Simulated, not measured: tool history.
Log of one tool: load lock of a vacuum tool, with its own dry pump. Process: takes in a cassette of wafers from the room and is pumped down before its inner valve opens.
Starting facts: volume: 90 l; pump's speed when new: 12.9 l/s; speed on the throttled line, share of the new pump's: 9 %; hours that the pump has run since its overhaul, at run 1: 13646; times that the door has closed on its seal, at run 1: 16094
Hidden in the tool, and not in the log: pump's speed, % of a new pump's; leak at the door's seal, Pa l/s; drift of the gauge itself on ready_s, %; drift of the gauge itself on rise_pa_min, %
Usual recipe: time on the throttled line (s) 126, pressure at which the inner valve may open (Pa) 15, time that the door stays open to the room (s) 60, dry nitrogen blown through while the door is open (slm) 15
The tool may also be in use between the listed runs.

run      day  time on the throttled line (s)  pressure at which the inner valve may open (Pa)  time that the door stays open to the room (s)  dry nitrogen blown through while the door is open (slm)  hours that the pump has run since its overhaul  times that the door has closed on its seal  incoming humidity of the room's air, %  time from the closed door until the inner valve may open (s)  rise of the pressure with all valves shut (Pa/min)
  1    0.000                             126                                               15                                             60                                                       15                                           13646                                       16094                                    46.7                                                         186.3                                               0.160
  2    4.804                             126                                               15                                             60                                                       15                                           13761                                       16369                                    45.9                                                         185.1                                               0.158
  3    9.950                             126                                               15                                            156                                                       15                                           13885                                       16665                                    46.1                                                         187.1                                               0.196
  4   14.979                             126                                               15                                            156                                                       15                                           14006                                       16953                                    44.0                                                         186.0                                               0.198
  5   20.396                             126                                               15                                            156                                                       12                                           14136                                       17264                                    47.5                                                         185.3                                               0.206
  6   24.096                             246                                               15                                             60                                                       15                                           14225                                       17476                                    48.2                                                         292.8                                               0.175
  7   29.367                             246                                               15                                             60                                                       15                                           14351                                       17778                                    43.9                                                         293.6                                               0.179
  8   33.133                             246                                               15                                             60                                                       15                                           14441                                       17994                                    42.6                                                         292.4                                               0.175
  9   38.408                             193                                               15                                             60                                                       15                                           14568                                       18297                                    44.4                                                         246.7                                               0.179
 10   42.408                             193                                               15                                             60                                                       15                                           14664                                       18526                                    46.7                                                         246.6                                               0.188
 11   49.617                             126                                               26                                             60                                                       15                                           14837                                       18940                                    44.6                                                         181.5                                               0.189
 12   54.925                             126                                               19                                             60                                                       15                                           14964                                       19244                                    44.5                                                         183.9                                               0.184
 13   59.308                             126                                               19                                             60                                                       15                                           15070                                       19495                                    47.9                                                         186.2                                               0.192
 14   66.704                             126                                               15                                             60                                                       15                                           15247                                       19919                                    43.2                                                         186.4                                               0.195
 15   70.825                             126                                               15                                             60                                                       15                                           15346                                       20156                                    41.2                                                         189.1                                               0.198
 16   77.150                             126                                               15                                             60                                                       15                                           15498                                       20518                                    48.1                                                         185.9                                               0.206
 17   82.746                             126                                               15                                             60                                                       15                                           15632                                       20839                                    44.9                                                         186.8                                               0.207
 18   90.488                             126                                               15                                             60                                                       15                                           15818                                       21283                                    41.7                                                         188.3                                               0.203
 19   96.521                             198                                               20                                             27                                                        7                                           15963                                       21629                                    46.4                                                         248.0                                               0.207
 20  104.721                             126                                               15                                             95                                                        6                                           16159                                       22099                                    45.2                                                         187.6                                               0.248
 21  110.688                              95                                               22                                             41                                                       10                                           16303                                       22442                                    43.6                                                         158.3                                               0.230
 22  117.121                             205                                               26                                             41                                                        6                                           16457                                       22811                                    45.5                                                         254.9                                               0.231
 23  120.646                             205                                               26                                             41                                                        6                                           16542                                       23013                                    44.3                                                         254.5                                               0.231
 24  124.429                             205                                               12                                            140                                                        6                                           16633                                       23230                                    45.1                                                         263.4                                               0.280
 25  132.542                             126                                               27                                             60                                                       15                                           16827                                       23695                                    47.5                                                         183.1                                               0.242
 26  139.412                             169                                               27                                             60                                                       15                                           16992                                       24089                                    46.5                                                         221.8                                               0.250
 27  145.942                              69                                               24                                             29                                                       10                                           17149                                       24463                                    43.1                                                         135.6                                               0.239
 28  153.412                             184                                               12                                             41                                                       10                                           17328                                       24892                                    45.5                                                         241.9                                               0.247
 29  160.996                             184                                               12                                             41                                                       10                                           17510                                       25327                                    42.4                                                         242.7                                               0.265
 30  169.146                             126                                               15                                             44                                                        6                                           17706                                       25794                                    47.8                                                         188.8                                               0.272
 31  176.088                             126                                               15                                             44                                                        6                                           17872                                       26192                                    47.5                                                         190.1                                               0.287
 32  183.488                              84                                               29                                            223                                                       15                                           18050                                       26616                                    45.9                                                         147.2                                               0.341
 33  191.388                              84                                               26                                            223                                                       15                                           18239                                       27069                                    48.1                                                         148.5                                               0.349
 34  199.458                              84                                               26                                            223                                                       15                                           18433                                       27532                                    46.8                                                         147.4                                               0.351
 35  206.004                             223                                               26                                            223                                                       29                                           18590                                       27908                                    41.5                                                         268.3                                               0.329
 36  209.425                              74                                               26                                             27                                                        5                                           18672                                       28104                                    44.1                                                         140.4                                               0.298

Hidden state or all else? Some run-to-run changes of time from the closed door until the inner valve may open (s), split into what the settings, what came in and random variation would give without the hidden state, and what is left for the hidden state (with any gauge scatter that isn't in both results):
Run 5 -> 6: time on the throttled line (s) 126 -> 246, time that the door stays open to the room (s) 156 -> 60, dry nitrogen blown through while the door is open (slm) 12 -> 15. time from the closed door until the inner valve may open (s) +107.5: hidden state -1.9, all else +109.4.
Run 26 -> 27: time on the throttled line (s) 169 -> 69, pressure at which the inner valve may open (Pa) 27 -> 24, time that the door stays open to the room (s) 60 -> 29, dry nitrogen blown through while the door is open (slm) 15 -> 10. time from the closed door until the inner valve may open (s) -86.2: hidden state +2.9, all else -89.1.
Run 34 -> 35: time on the throttled line (s) 84 -> 223, dry nitrogen blown through while the door is open (slm) 15 -> 29. time from the closed door until the inner valve may open (s) +120.9: hidden state -3.4, all else +124.3.
Run 35 -> 36: time on the throttled line (s) 223 -> 74, time that the door stays open to the room (s) 223 -> 27, dry nitrogen blown through while the door is open (slm) 29 -> 5. time from the closed door until the inner valve may open (s) -127.9: hidden state +3.9, all else -131.8.

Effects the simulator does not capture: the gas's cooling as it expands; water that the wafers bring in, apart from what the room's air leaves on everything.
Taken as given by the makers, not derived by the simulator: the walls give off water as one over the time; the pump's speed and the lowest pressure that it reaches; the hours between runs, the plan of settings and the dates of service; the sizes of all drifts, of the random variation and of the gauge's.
